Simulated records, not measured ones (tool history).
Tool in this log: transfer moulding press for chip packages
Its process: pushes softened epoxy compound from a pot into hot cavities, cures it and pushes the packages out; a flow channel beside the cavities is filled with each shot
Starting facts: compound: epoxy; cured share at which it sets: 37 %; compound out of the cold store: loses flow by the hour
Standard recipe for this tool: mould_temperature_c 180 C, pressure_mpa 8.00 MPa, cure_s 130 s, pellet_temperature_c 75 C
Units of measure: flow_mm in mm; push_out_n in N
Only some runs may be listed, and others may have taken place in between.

run,hour,mould_temperature_c,pressure_mpa,cure_s,pellet_temperature_c,incoming compound's hours out of the cold store,flow_mm,push_out_n
1,0.0,180,8.00,130,75,31.2,540,306
2,54.0,180,8.00,130,75,47.5,483,343
# hour 87.2: cavities cleaned with cleaning compound and waxed
3,116.7,173,8.00,130,75,46.5,506,390
4,158.3,173,8.00,130,75,28.3,544,473
# hour 206.4: cavities cleaned with cleaning compound and waxed
5,233.6,173,8.00,144,75,24.7,549,354
# hour 241.5: mould's thermocouples calibrated
6,287.6,173,8.00,144,75,45.7,486,384
# hour 326.6: cavities cleaned with cleaning compound and waxed
7,356.1,173,8.00,144,75,23.9,547,357
8,415.0,180,8.00,165,75,20.0,544,323
# hour 423.7: plunger's sealing rings changed
# hour 450.2: cavities cleaned with cleaning compound and waxed
9,470.5,180,7.37,130,75,42.7,489,296
10,523.4,180,8.59,130,75,30.5,556,367
# hour 570.5: cavities cleaned with cleaning compound and waxed
11,586.8,180,8.59,130,75,21.4,578,279
12,633.8,180,8.00,130,77,12.0,589,349
# hour 687.1: cavities cleaned with cleaning compound and waxed
13,692.5,180,8.00,130,77,29.6,525,284
# hour 726.2: mould's thermocouples calibrated, once more
14,746.2,180,8.00,130,77,42.2,486,325
# hour 805.4: cavities cleaned with cleaning compound and waxed
15,828.5,180,6.79,125,79,43.9,442,296
16,904.6,180,6.79,125,79,30.5,467,366
# hour 913.2: plunger's sealing rings changed
# hour 926.4: cavities cleaned with cleaning compound and waxed
17,953.1,180,6.79,126,69,33.5,486,311

For run 18, what comes out?
18,1029.9,173,6.19,130,69,17.0,?,?

{"run 18": {"flow_mm": 521, "push_out_n": 487}}
Had the tool carried no hidden state, the very same run would have given flow_mm 529 mm, push_out_n 345 N.
